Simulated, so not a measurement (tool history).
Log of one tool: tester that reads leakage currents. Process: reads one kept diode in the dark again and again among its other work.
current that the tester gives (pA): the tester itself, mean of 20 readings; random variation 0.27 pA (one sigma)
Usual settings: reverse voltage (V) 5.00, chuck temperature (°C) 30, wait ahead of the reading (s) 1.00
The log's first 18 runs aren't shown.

run,hour,reverse voltage (V),chuck temperature (°C),wait ahead of the reading (s),hours of work since the probe card was cleaned,hours of work since the tester was calibrated,hours of work since the chuck was calibrated,current that the tester gives (pA)
19,434.0,5.00,49,0.85,729,2023,1164,323.37
20,463.0,2.12,37,4.33,748,2042,1182,100.45
21,491.0,1.01,24,1.00,766,2060,1201,28.89
22,513.0,1.01,24,4.49,780,2074,1215,28.54
23,534.8,5.19,42,6.14,794,2088,1229,213.41
24,559.2,3.36,30,7.26,810,2104,1245,78.52
25,578.3,2.63,34,0.46,822,2116,1257,92.68
26,593.6,8.30,41,6.45,832,2126,1267,251.91
27,619.0,5.00,30,1.36,849,2143,1284,96.32
28,643.8,5.00,30,1.36,865,2159,1300,97.05
29,658.4,5.00,30,1.36,874,2168,1309,96.60
30,686.6,5.00,30,3.91,893,2187,1327,96.42
31,707.1,4.27,54,6.95,906,2200,1341,408.73

4 ways to go on from here, each from the tool as it stands after run 31. What would each give?
A,731.7,1.25,58,0.38,922,2216,1357,?
B,731.7,1.08,54,6.95,922,2216,1357,?
C,731.7,5.00,24,1.00,922,2216,1357,?
D,731.7,10.45,42,3.95,922,2216,1357,?

run,current that the tester gives (pA)
A,285.82
B,209.68
C,64.99
D,302.63
Without the tool's hidden state the same runs would have given:
run,current that the tester gives (pA)
A,263.63
B,192.79
C,57.23
D,273.47
